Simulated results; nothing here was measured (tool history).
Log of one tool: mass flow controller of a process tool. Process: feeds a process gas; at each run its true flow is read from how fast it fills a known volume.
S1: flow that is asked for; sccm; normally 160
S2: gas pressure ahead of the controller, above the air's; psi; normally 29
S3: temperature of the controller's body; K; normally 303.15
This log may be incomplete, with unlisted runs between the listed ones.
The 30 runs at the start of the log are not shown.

{"run": 31, "hour": 3500.1, "S1": 142, "S2": 29, "S3": 308.15, "true flow (%)": 97.72}
{"run": 32, "hour": 3599.2, "S1": 142, "S2": 29, "S3": 308.15, "true flow (%)": 97.67}
{"run": 33, "hour": 3679.4, "S1": 145, "S2": 20.5, "S3": 308.15, "true flow (%)": 97.33}
{"run": 34, "hour": 3817.7, "S1": 34, "S2": 38.6, "S3": 295.15, "true flow (%)": 95.8}
{"run": 35, "hour": 3901.1, "S1": 22, "S2": 22.8, "S3": 303.15, "true flow (%)": 94.21}
{"run": 36, "hour": 4002.2, "S1": 22, "S2": 22.8, "S3": 303.15, "true flow (%)": 94}
{"run": 37, "hour": 4090.1, "S1": 79, "S2": 22.8, "S3": 309.15, "true flow (%)": 96.18}
{"run": 38, "hour": 4164.1, "S1": 79, "S2": 22.8, "S3": 309.15, "true flow (%)": 96.12}
{"run": 39, "hour": 4272.3, "S1": 50, "S2": 29, "S3": 310.15, "true flow (%)": 95.28}
{"run": 40, "hour": 4416.3, "S1": 27, "S2": 37.6, "S3": 310.15, "true flow (%)": 94.05}
{"run": 41, "hour": 4540.9, "S1": 160, "S2": 29.3, "S3": 303.15, "true flow (%)": 97.71}
{"run": 42, "hour": 4636.8, "S1": 135, "S2": 26.8, "S3": 300.15, "true flow (%)": 97.22}
{"run": 43, "hour": 4705.7, "S1": 160, "S2": 30.9, "S3": 305.15, "true flow (%)": 97.52}
{"run": 44, "hour": 4813.7, "S1": 95, "S2": 30, "S3": 294.15, "true flow (%)": 96.56}
{"run": 45, "hour": 4902.4, "S1": 142, "S2": 34.4, "S3": 312.15, "true flow (%)": 97.21}
{"run": 46, "hour": 4967.0, "S1": 142, "S2": 34.4, "S3": 312.15, "true flow (%)": 97.09}

Predict the results of run 47:
{"run": 47, "hour": 5061.1, "S1": 25, "S2": 34.4, "S3": 312.15, "true flow (%)": "?"}

Run 47 measured true flow (%) 92.48.
With no hidden state in the tool, this same run would have given true flow (%) 97.23.
